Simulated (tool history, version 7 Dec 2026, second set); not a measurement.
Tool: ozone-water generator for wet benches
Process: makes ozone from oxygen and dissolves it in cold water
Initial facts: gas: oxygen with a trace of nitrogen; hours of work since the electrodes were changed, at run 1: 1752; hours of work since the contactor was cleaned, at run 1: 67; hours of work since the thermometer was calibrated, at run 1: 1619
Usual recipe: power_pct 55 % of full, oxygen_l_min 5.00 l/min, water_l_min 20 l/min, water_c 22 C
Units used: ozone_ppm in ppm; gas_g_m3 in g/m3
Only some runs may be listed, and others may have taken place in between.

run	hour	power_pct	oxygen_l_min	water_l_min	water_c	hours of work since the electrodes were changed	hours of work since the contactor was cleaned	hours of work since the thermometer was calibrated	ozone_ppm	gas_g_m3
1	0.0	55	5.00	20	22	1752	67	1619	22.4	204.8
2	45.9	55	5.00	20	22	1780	96	1648	22.7	206.2
3	81.0	55	5.00	20	22	1802	118	1670	22.5	205.1
4	154.2	55	5.00	24	22	1847	163	1715	19.4	202.6
5	195.3	55	5.00	24	22	1873	189	1740	19.6	203.0
6	255.0	55	5.00	24	22	1910	226	1778	19.7	204.9
7	304.5	55	5.00	24	22	1941	256	1808	19.4	204.6
8	378.4	55	5.00	24	22	1986	302	1854	19.6	203.1
9	418.0	55	5.00	21	22	2011	327	1879	22.1	202.7
10	470.2	55	5.00	21	22	2043	359	1911	21.3	201.3
11	518.8	55	5.00	32	22	2074	389	1941	15.2	203.8
12	550.5	55	5.00	32	22	2093	409	1961	15.2	203.1
13	622.4	55	3.08	20	30	2138	454	2006	18.2	240.5
14	662.4	50	5.00	20	28	2163	479	2030	18.8	189.4
15	706.3	91	5.00	15	22	2190	506	2058	41.0	306.7
16	752.7	59	5.00	29	29	2219	535	2087	16.1	213.6
17	813.3	87	7.47	14	22	2256	572	2124	42.2	258.3
18	891.1	87	7.47	14	22	2305	621	2172	42.0	258.5
19	939.2	92	2.58	19	23	2335	650	2202	29.6	388.6
20	996.7	82	5.00	15	22	2370	686	2238	37.9	282.5
21	1028.9	51	6.37	22	22	2390	706	2258	20.2	175.3
22	1101.1	69	5.09	20	22	2435	751	2303	27.0	244.5

Selected run-to-run steps in ozone_ppm, each split into two signed amounts: the part the tool would show with no hidden state at all (from settings, incoming material and random variation), and the remainder, which goes to the hidden state together with any gauge scatter not common to the measured and the hidden-state-free results:
Unlogged tool condition in this case: yield of the discharge, % of new electrodes'; contactor's efficiency, % of a clean one's; true water temperature over the reading, C; drift of the gauge itself on ozone_ppm, %; drift of the gauge itself on gas_g_m3, %.
Run 14 -> 15: power_pct 50 -> 91, water_l_min 20 -> 15, water_c 28 -> 22. ozone_ppm +22.2 ppm: hidden state -2.2, all else +24.4.
Run 15 -> 16: power_pct 91 -> 59, water_l_min 15 -> 29, water_c 22 -> 29. ozone_ppm -24.9 ppm: hidden state +2.2, all else -27.1.
Run 16 -> 17: power_pct 59 -> 87, oxygen_l_min 5.00 -> 7.47, water_l_min 29 -> 14, water_c 29 -> 22. ozone_ppm +26.1 ppm: hidden state -2.3, all else +28.4.
